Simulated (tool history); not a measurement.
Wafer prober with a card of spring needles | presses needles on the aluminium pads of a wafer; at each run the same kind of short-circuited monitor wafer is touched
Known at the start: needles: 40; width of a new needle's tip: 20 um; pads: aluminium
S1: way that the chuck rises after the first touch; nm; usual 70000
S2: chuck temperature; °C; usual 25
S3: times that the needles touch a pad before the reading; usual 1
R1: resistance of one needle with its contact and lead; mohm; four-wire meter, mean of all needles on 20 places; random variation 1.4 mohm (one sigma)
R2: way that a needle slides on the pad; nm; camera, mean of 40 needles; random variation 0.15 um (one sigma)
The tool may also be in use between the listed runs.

{"run": 1, "hour": 0.0, "S1": 70000, "S2": 25, "S3": 1, "R1": 137, "R2": 14380}
{"hour": 0.7, "done": "tips cleaned on abrasive film"}
{"hour": 4.0, "done": "tips cleaned on abrasive film"}
{"hour": 7.3, "done": "tips cleaned on abrasive film"}
{"hour": 9.9, "done": "tips cleaned on abrasive film"}
{"hour": 13.2, "done": "tips cleaned on abrasive film"}
{"hour": 15.9, "done": "tips cleaned on abrasive film"}
{"hour": 19.2, "done": "tips cleaned on abrasive film"}
{"hour": 22.4, "done": "tips cleaned on abrasive film"}
{"hour": 25.1, "done": "tips cleaned on abrasive film"}
{"hour": 28.4, "done": "tips cleaned on abrasive film"}
{"hour": 31.7, "done": "tips cleaned on abrasive film"}
{"run": 2, "hour": 32.0, "S1": 70000, "S2": 25, "S3": 1, "R1": 123, "R2": 14120}
{"hour": 34.6, "done": "tips cleaned on abrasive film"}
{"hour": 37.9, "done": "tips cleaned on abrasive film"}
{"hour": 41.2, "done": "tips cleaned on abrasive film"}
{"hour": 43.8, "done": "tips cleaned on abrasive film"}
{"hour": 47.1, "done": "tips cleaned on abrasive film"}
{"hour": 50.4, "done": "tips cleaned on abrasive film"}
{"hour": 53.7, "done": "tips cleaned on abrasive film"}
{"hour": 57.0, "done": "tips cleaned on abrasive film"}
{"hour": 59.6, "done": "tips cleaned on abrasive film"}
{"hour": 62.9, "done": "tips cleaned on abrasive film"}
{"hour": 66.2, "done": "tips cleaned on abrasive film"}
{"hour": 69.5, "done": "tips cleaned on abrasive film"}
{"hour": 72.7, "done": "tips cleaned on abrasive film"}
{"run": 3, "hour": 75.1, "S1": 70000, "S2": 25, "S3": 1, "R1": 144, "R2": 14030}
{"hour": 75.9, "done": "tips cleaned on abrasive film"}
{"hour": 79.2, "done": "tips cleaned on abrasive film"}
{"hour": 82.4, "done": "tips cleaned on abrasive film"}
{"hour": 85.7, "done": "tips cleaned on abrasive film"}
{"hour": 89.0, "done": "tips cleaned on abrasive film"}
{"hour": 92.3, "done": "tips cleaned on abrasive film"}
{"hour": 95.6, "done": "tips cleaned on abrasive film"}
{"hour": 98.9, "done": "tips cleaned on abrasive film"}
{"hour": 101.5, "done": "tips cleaned on abrasive film"}
{"hour": 104.8, "done": "tips cleaned on abrasive film"}
{"hour": 108.1, "done": "tips cleaned on abrasive film"}
{"hour": 111.4, "done": "tips cleaned on abrasive film"}
{"run": 4, "hour": 111.9, "S1": 70000, "S2": 25, "S3": 1, "R1": 125, "R2": 13560}
{"hour": 114.6, "done": "tips cleaned on abrasive film"}
{"hour": 117.9, "done": "tips cleaned on abrasive film"}
{"hour": 120.5, "done": "tips cleaned on abrasive film"}
{"hour": 123.8, "done": "tips cleaned on abrasive film"}
{"hour": 127.1, "done": "tips cleaned on abrasive film"}
{"hour": 130.4, "done": "tips cleaned on abrasive film"}
{"hour": 132.6, "done": "height of the first contact set anew"}
{"hour": 133.3, "done": "tips cleaned on abrasive film"}
{"hour": 136.6, "done": "tips cleaned on abrasive film"}
{"hour": 139.9, "done": "tips cleaned on abrasive film"}
{"hour": 143.2, "done": "tips cleaned on abrasive film"}
{"hour": 146.4, "done": "tips cleaned on abrasive film"}
{"hour": 149.7, "done": "tips cleaned on abrasive film"}
{"hour": 153.0, "done": "tips cleaned on abrasive film"}
{"hour": 156.3, "done": "tips cleaned on abrasive film"}
{"hour": 159.6, "done": "tips cleaned on abrasive film"}
{"hour": 162.9, "done": "tips cleaned on abrasive film"}
{"hour": 166.1, "done": "tips cleaned on abrasive film"}
{"hour": 169.4, "done": "tips cleaned on abrasive film"}
{"hour": 181.4, "done": "card fitted with new needles"}
{"hour": 184.7, "done": "tips cleaned on abrasive film"}
{"run": 5, "hour": 184.7, "S1": 80000, "S2": 25, "S3": 1, "R1": 115, "R2": 16880}
{"hour": 187.4, "done": "tips cleaned on abrasive film"}
{"hour": 190.7, "done": "tips cleaned on abrasive film"}
{"hour": 193.3, "done": "tips cleaned on abrasive film"}
{"hour": 196.6, "done": "tips cleaned on abrasive film"}
{"hour": 199.3, "done": "tips cleaned on abrasive film"}
{"hour": 202.5, "done": "tips cleaned on abrasive film"}
{"hour": 205.8, "done": "tips cleaned on abrasive film"}
{"hour": 209.1, "done": "tips cleaned on abrasive film"}
{"hour": 211.8, "done": "tips cleaned on abrasive film"}
{"hour": 215.0, "done": "tips cleaned on abrasive film"}
{"hour": 218.3, "done": "tips cleaned on abrasive film"}
{"hour": 221.6, "done": "tips cleaned on abrasive film"}
{"hour": 224.2, "done": "tips cleaned on abrasive film"}
{"run": 6, "hour": 226.3, "S1": 80000, "S2": 25, "S3": 1, "R1": 128, "R2": 16690}
{"hour": 227.0, "done": "tips cleaned on abrasive film"}
{"hour": 230.3, "done": "tips cleaned on abrasive film"}
{"hour": 233.0, "done": "tips cleaned on abrasive film"}
{"hour": 236.3, "done": "tips cleaned on abrasive film"}
{"hour": 239.5, "done": "tips cleaned on abrasive film"}
{"hour": 242.2, "done": "tips cleaned on abrasive film"}
{"hour": 245.5, "done": "tips cleaned on abrasive film"}
{"hour": 248.1, "done": "tips cleaned on abrasive film"}
{"hour": 251.4, "done": "tips cleaned on abrasive film"}
{"hour": 254.0, "done": "tips cleaned on abrasive film"}
{"run": 7, "hour": 255.2, "S1": 80000, "S2": 25, "S3": 1, "R1": 121, "R2": 16580}
{"hour": 257.2, "done": "tips cleaned on abrasive film"}
{"hour": 260.5, "done": "tips cleaned on abrasive film"}
{"hour": 263.1, "done": "tips cleaned on abrasive film"}
{"hour": 266.4, "done": "tips cleaned on abrasive film"}
{"hour": 269.0, "done": "tips cleaned on abrasive film"}
{"hour": 272.3, "done": "tips cleaned on abrasive film"}
{"hour": 275.6, "done": "tips cleaned on abrasive film"}
{"hour": 278.9, "done": "tips cleaned on abrasive film"}
{"hour": 282.2, "done": "tips cleaned on abrasive film"}
{"hour": 285.5, "done": "tips cleaned on abrasive film"}
{"hour": 288.7, "done": "tips cleaned on abrasive film"}
{"hour": 292.0, "done": "tips cleaned on abrasive film"}
{"hour": 294.7, "done": "tips cleaned on abrasive film"}
{"hour": 298.0, "done": "tips cleaned on abrasive film"}
{"hour": 301.2, "done": "tips cleaned on abrasive film"}
{"hour": 304.5, "done": "tips cleaned on abrasive film"}
{"hour": 307.8, "done": "tips cleaned on abrasive film"}
{"run": 8, "hour": 309.6, "S1": 80000, "S2": 25, "S3": 1, "R1": 128, "R2": 16450}
{"hour": 311.0, "done": "tips cleaned on abrasive film"}
{"hour": 314.3, "done": "tips cleaned on abrasive film"}
{"hour": 317.5, "done": "tips cleaned on abrasive film"}
{"hour": 320.2, "done": "tips cleaned on abrasive film"}
{"hour": 323.5, "done": "tips cleaned on abrasive film"}
{"hour": 326.8, "done": "tips cleaned on abrasive film"}
{"hour": 330.0, "done": "tips cleaned on abrasive film"}
{"hour": 333.3, "done": "tips cleaned on abrasive film"}
{"hour": 336.6, "done": "tips cleaned on abrasive film"}
{"hour": 339.9, "done": "tips cleaned on abrasive film"}
{"run": 9, "hour": 342.3, "S1": 66000, "S2": 113, "S3": 1, "R1": 153, "R2": 13260}
{"hour": 343.1, "done": "tips cleaned on abrasive film"}
{"hour": 346.4, "done": "tips cleaned on abrasive film"}
{"hour": 349.6, "done": "tips cleaned on abrasive film"}
{"hour": 352.3, "done": "tips cleaned on abrasive film"}
{"hour": 355.6, "done": "tips cleaned on abrasive film"}
{"hour": 358.8, "done": "tips cleaned on abrasive film"}
{"hour": 362.1, "done": "tips cleaned on abrasive film"}
{"hour": 364.8, "done": "tips cleaned on abrasive film"}
{"hour": 368.1, "done": "tips cleaned on abrasive film"}
{"hour": 370.7, "done": "tips cleaned on abrasive film"}
{"hour": 374.0, "done": "tips cleaned on abrasive film"}
{"hour": 377.3, "done": "tips cleaned on abrasive film"}
{"hour": 380.6, "done": "tips cleaned on abrasive film"}
{"hour": 383.8, "done": "tips cleaned on abrasive film"}
{"hour": 387.1, "done": "tips cleaned on abrasive film"}
{"hour": 390.4, "done": "tips cleaned on abrasive film"}
{"run": 10, "hour": 391.9, "S1": 77000, "S2": 113, "S3": 1, "R1": 140, "R2": 15650}

The next listed run, before its measurement:
{"hour": 393.3, "done": "tips cleaned on abrasive film"}
{"hour": 395.9, "done": "tips cleaned on abrasive film"}
{"hour": 399.2, "done": "tips cleaned on abrasive film"}
{"hour": 402.5, "done": "tips cleaned on abrasive film"}
{"hour": 405.8, "done": "tips cleaned on abrasive film"}
{"hour": 409.1, "done": "tips cleaned on abrasive film"}
{"hour": 412.4, "done": "tips cleaned on abrasive film"}
{"hour": 415.0, "done": "tips cleaned on abrasive film"}
{"hour": 418.3, "done": "tips cleaned on abrasive film"}
{"hour": 420.9, "done": "tips cleaned on abrasive film"}
{"hour": 424.2, "done": "tips cleaned on abrasive film"}
{"hour": 427.5, "done": "tips cleaned on abrasive film"}
{"hour": 430.8, "done": "tips cleaned on abrasive film"}
{"hour": 434.1, "done": "tips cleaned on abrasive film"}
{"hour": 436.3, "done": "height of the first contact set anew"}
{"hour": 437.4, "done": "tips cleaned on abrasive film"}
{"run": 11, "hour": 437.4, "S1": 74000, "S2": 113, "S3": 2, "R1": "?", "R2": "?"}

{"run 11": {"R1": 127, "R2": 15670}}
Without the tool's hidden state the same run would have given R1 125 mohm, R2 15680 nm.
